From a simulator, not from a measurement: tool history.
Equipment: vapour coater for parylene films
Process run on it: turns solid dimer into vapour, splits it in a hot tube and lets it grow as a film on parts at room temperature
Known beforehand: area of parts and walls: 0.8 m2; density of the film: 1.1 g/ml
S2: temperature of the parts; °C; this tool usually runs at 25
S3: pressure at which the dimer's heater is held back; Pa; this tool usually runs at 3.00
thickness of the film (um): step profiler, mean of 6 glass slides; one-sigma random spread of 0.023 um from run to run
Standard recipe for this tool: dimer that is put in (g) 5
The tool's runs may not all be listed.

run 1 hour=0.0 | dimer_that_is_put_in_(g)=5 S2=25 S3=3.00 | thickness_of_the_film_(um)=3.28
run 2 hour=11.8 | dimer_that_is_put_in_(g)=7 S2=25 S3=3.00 | thickness_of_the_film_(um)=4.56
run 3 hour=20.6 | dimer_that_is_put_in_(g)=7 S2=25 S3=2.90 | thickness_of_the_film_(um)=4.59
-- hour=33.8 trap's valve overhauled
run 4 hour=33.8 | dimer_that_is_put_in_(g)=7 S2=25 S3=2.90 | thickness_of_the_film_(um)=4.59
run 5 hour=47.3 | dimer_that_is_put_in_(g)=7 S2=25 S3=2.90 | thickness_of_the_film_(um)=4.56
run 6 hour=59.4 | dimer_that_is_put_in_(g)=5 S2=25 S3=3.00 | thickness_of_the_film_(um)=3.29
run 7 hour=69.4 | dimer_that_is_put_in_(g)=5 S2=25 S3=3.00 | thickness_of_the_film_(um)=3.27
run 8 hour=77.3 | dimer_that_is_put_in_(g)=3 S2=25 S3=3.00 | thickness_of_the_film_(um)=1.97
run 9 hour=93.6 | dimer_that_is_put_in_(g)=3 S2=25 S3=3.00 | thickness_of_the_film_(um)=1.93
run 10 hour=103.5 | dimer_that_is_put_in_(g)=5 S2=25 S3=8.36 | thickness_of_the_film_(um)=2.96
run 11 hour=117.5 | dimer_that_is_put_in_(g)=5 S2=25 S3=3.00 | thickness_of_the_film_(um)=3.25
run 12 hour=129.0 | dimer_that_is_put_in_(g)=5 S2=25 S3=3.00 | thickness_of_the_film_(um)=3.28
run 13 hour=143.8 | dimer_that_is_put_in_(g)=5 S2=28 S3=3.00 | thickness_of_the_film_(um)=2.91
run 14 hour=152.2 | dimer_that_is_put_in_(g)=5 S2=25 S3=2.36 | thickness_of_the_film_(um)=3.35
run 15 hour=159.4 | dimer_that_is_put_in_(g)=5 S2=19 S3=2.36 | thickness_of_the_film_(um)=4.30
run 16 hour=173.1 | dimer_that_is_put_in_(g)=5 S2=19 S3=2.36 | thickness_of_the_film_(um)=4.26
run 17 hour=188.9 | dimer_that_is_put_in_(g)=4 S2=25 S3=3.00 | thickness_of_the_film_(um)=2.62
run 18 hour=198.7 | dimer_that_is_put_in_(g)=4 S2=25 S3=3.00 | thickness_of_the_film_(um)=2.64
run 19 hour=212.8 | dimer_that_is_put_in_(g)=4 S2=25 S3=3.00 | thickness_of_the_film_(um)=2.62
run 20 hour=219.7 | dimer_that_is_put_in_(g)=4 S2=25 S3=3.00 | thickness_of_the_film_(um)=2.63
run 21 hour=227.2 | dimer_that_is_put_in_(g)=4 S2=25 S3=3.00 | thickness_of_the_film_(um)=2.61
run 22 hour=240.5 | dimer_that_is_put_in_(g)=4 S2=25 S3=3.00 | thickness_of_the_film_(um)=2.59
run 23 hour=256.0 | dimer_that_is_put_in_(g)=6 S2=26 S3=4.27 | thickness_of_the_film_(um)=3.66
run 24 hour=264.9 | dimer_that_is_put_in_(g)=5 S2=19 S3=3.11 | thickness_of_the_film_(um)=4.15
run 25 hour=280.2 | dimer_that_is_put_in_(g)=4 S2=19 S3=2.41 | thickness_of_the_film_(um)=3.41
run 26 hour=293.9 | dimer_that_is_put_in_(g)=3 S2=25 S3=3.00 | thickness_of_the_film_(um)=1.96
run 27 hour=306.2 | dimer_that_is_put_in_(g)=3 S2=25 S3=3.00 | thickness_of_the_film_(um)=1.97
run 28 hour=319.8 | dimer_that_is_put_in_(g)=3 S2=25 S3=3.00 | thickness_of_the_film_(um)=1.97
run 29 hour=333.8 | dimer_that_is_put_in_(g)=3 S2=25 S3=3.00 | thickness_of_the_film_(um)=1.93
run 30 hour=343.1 | dimer_that_is_put_in_(g)=3 S2=25 S3=3.00 | thickness_of_the_film_(um)=1.97
run 31 hour=353.3 | dimer_that_is_put_in_(g)=2 S2=20 S3=10.48 | thickness_of_the_film_(um)=1.43
run 32 hour=363.9 | dimer_that_is_put_in_(g)=5 S2=25 S3=6.61 | thickness_of_the_film_(um)=3.04
run 33 hour=372.4 | dimer_that_is_put_in_(g)=3 S2=22 S3=4.85 | thickness_of_the_film_(um)=2.12
run 34 hour=383.4 | dimer_that_is_put_in_(g)=3 S2=28 S3=3.45 | thickness_of_the_film_(um)=1.69
run 35 hour=393.4 | dimer_that_is_put_in_(g)=2 S2=18 S3=3.45 | thickness_of_the_film_(um)=1.71
run 36 hour=405.7 | dimer_that_is_put_in_(g)=7 S2=24 S3=5.66 | thickness_of_the_film_(um)=4.43
run 37 hour=413.3 | dimer_that_is_put_in_(g)=7 S2=24 S3=5.66 | thickness_of_the_film_(um)=4.48
-- hour=419.9 trap's valve overhauled
run 38 hour=426.2 | dimer_that_is_put_in_(g)=7 S2=24 S3=5.66 | thickness_of_the_film_(um)=4.50
run 39 hour=433.5 | dimer_that_is_put_in_(g)=7 S2=23 S3=6.43 | thickness_of_the_film_(um)=4.63
run 40 hour=440.3 | dimer_that_is_put_in_(g)=7 S2=23 S3=6.43 | thickness_of_the_film_(um)=4.59
run 41 hour=455.0 | dimer_that_is_put_in_(g)=3 S2=25 S3=3.25 | thickness_of_the_film_(um)=1.91
run 42 hour=469.5 | dimer_that_is_put_in_(g)=5 S2=19 S3=3.51 | thickness_of_the_film_(um)=4.08
run 43 hour=476.7 | dimer_that_is_put_in_(g)=5 S2=24 S3=3.00 | thickness_of_the_film_(um)=3.40
run 44 hour=492.9 | dimer_that_is_put_in_(g)=5 S2=21 S3=9.64 | thickness_of_the_film_(um)=3.46

Branching from run 44: 4 alternative next runs. What would each branch give?
run A hour=502.9 | dimer_that_is_put_in_(g)=2 S2=34 S3=3.36 | thickness_of_the_film_(um)=?
run B hour=502.9 | dimer_that_is_put_in_(g)=7 S2=25 S3=3.00 | thickness_of_the_film_(um)=?
run C hour=502.9 | dimer_that_is_put_in_(g)=5 S2=18 S3=5.24 | thickness_of_the_film_(um)=?
run D hour=502.9 | dimer_that_is_put_in_(g)=2 S2=21 S3=4.49 | thickness_of_the_film_(um)=?

run=A thickness_of_the_film_(um)=0.90
run=B thickness_of_the_film_(um)=4.58
run=C thickness_of_the_film_(um)=4.10
run=D thickness_of_the_film_(um)=1.47
Take away the tool's hidden state, keep each run's random variation, and the runs would have read:
run=A thickness_of_the_film_(um)=0.90
run=B thickness_of_the_film_(um)=4.59
run=C thickness_of_the_film_(um)=4.10
run=D thickness_of_the_film_(um)=1.47

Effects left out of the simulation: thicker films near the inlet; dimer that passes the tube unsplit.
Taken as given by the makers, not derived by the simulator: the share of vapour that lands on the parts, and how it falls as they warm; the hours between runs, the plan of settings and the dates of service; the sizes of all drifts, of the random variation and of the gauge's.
